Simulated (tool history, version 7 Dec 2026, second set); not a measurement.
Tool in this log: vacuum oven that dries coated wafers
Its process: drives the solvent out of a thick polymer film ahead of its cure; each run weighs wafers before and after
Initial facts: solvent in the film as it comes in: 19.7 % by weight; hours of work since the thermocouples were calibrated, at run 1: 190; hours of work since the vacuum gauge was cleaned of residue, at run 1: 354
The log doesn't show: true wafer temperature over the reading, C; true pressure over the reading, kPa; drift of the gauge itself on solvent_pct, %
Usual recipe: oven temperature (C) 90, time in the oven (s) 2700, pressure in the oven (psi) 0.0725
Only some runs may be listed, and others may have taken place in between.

run   hour  oven temperature (C)  time in the oven (s)  pressure in the oven (psi)  hours of work since the thermocouples were calibrated  hours of work since the vacuum gauge was cleaned of residue  solvent left in the film (%)
  1      0                    90                  2700                      0.0725                                                    190                                                          354                          2.04
  2   33.4                    90                  2400                      0.0725                                                    207                                                          372                          2.49
  3     52                    90                  2700                      0.0725                                                    217                                                          382                          2.03
  4   84.8                    85                  2700                      0.0725                                                    234                                                          399                          3.41
  5  108.4                    85                  2700                      0.0725                                                    247                                                          411                          3.51
  6    126                    85                  2700                      0.0725                                                    256                                                          421                          3.55
  7  157.6                    85                  2700                      0.0725                                                    272                                                          437                          3.47
  8  176.3                    85                  2700                      0.0725                                                    282                                                          447                          3.47
  9  204.2                    85                  2700                      0.0725                                                    297                                                          462                          3.46
 10  230.6                    85                  2700                      0.0725                                                    311                                                          475                          3.52
 11  262.1                    85                  2700                      0.0725                                                    327                                                          492                          3.52
 12  292.4                    90                  2700                      0.0767                                                    343                                                          508                          2.08
 13    312                    90                  2700                      0.0767                                                    354                                                          518                           2.1
 14  338.5                    89                  2700                      0.0767                                                    367                                                          532                          2.32
 15  369.3                    93                  2700                      0.0767                                                    384                                                          548                          1.49
 16  389.1                    93                  2700                      0.0767                                                    394                                                          559                          1.53
 17  424.4                    94                  3060                      0.0725                                                    413                                                          577                          1.08
 18  439.4                    94                  2820                      0.1597                                                    420                                                          585                          1.51
 19  455.6                    88                  3000                      0.1414                                                    429                                                          594                          2.45

Forecast run 20:
 20  472.5                    88                  3000                      0.1414                                                    438                                                          602                             ?

solvent left in the film (%): 2.52
On a tool with no hidden condition, and with the same random variation, this run would have come out at solvent left in the film (%) 2.26.
